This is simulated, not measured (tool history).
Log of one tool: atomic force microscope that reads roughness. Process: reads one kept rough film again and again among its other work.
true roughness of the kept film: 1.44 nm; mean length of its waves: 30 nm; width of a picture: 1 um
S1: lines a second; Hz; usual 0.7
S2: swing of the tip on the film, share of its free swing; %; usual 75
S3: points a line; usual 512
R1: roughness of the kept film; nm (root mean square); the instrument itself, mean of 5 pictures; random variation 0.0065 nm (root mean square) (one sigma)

run,hour,S1,S2,S3,R1
1,0,0.7,75,512,1.265
2,6.7,0.7,75,512,1.246
3,13,0.7,75,390,1.245
4,21.3,0.7,59,512,1.269
5,28.5,0.7,59,512,1.272
6,34.2,0.7,75,512,1.247
7,41.7,0.7,75,512,1.228
8,48.7,0.7,75,512,1.225
# hour 54.9: new tip fitted
9,57,0.7,75,512,1.315
10,66,0.948,62,599,1.323
11,70.1,0.653,58,599,1.337
12,78.9,0.653,58,599,1.331
13,87.2,2.115,63,354,1.25
14,93.5,2.115,63,354,1.251
15,100,2.115,63,633,1.239
16,108.4,2.115,63,633,1.247
17,112.8,2.115,63,633,1.24

4 ways to go on from here, each from the tool as it stands after run 17. What would each give?
A,120.2,0.7,75,769,?
B,120.2,1.617,89,418,?
C,120.2,2.704,65,633,?
D,120.2,2.115,72,633,?

run,R1
A,1.253
B,1.098
C,1.193
D,1.193
Without the tool's hidden state the same runs would have given:
run,R1
A,1.323
B,1.16
C,1.26
D,1.26
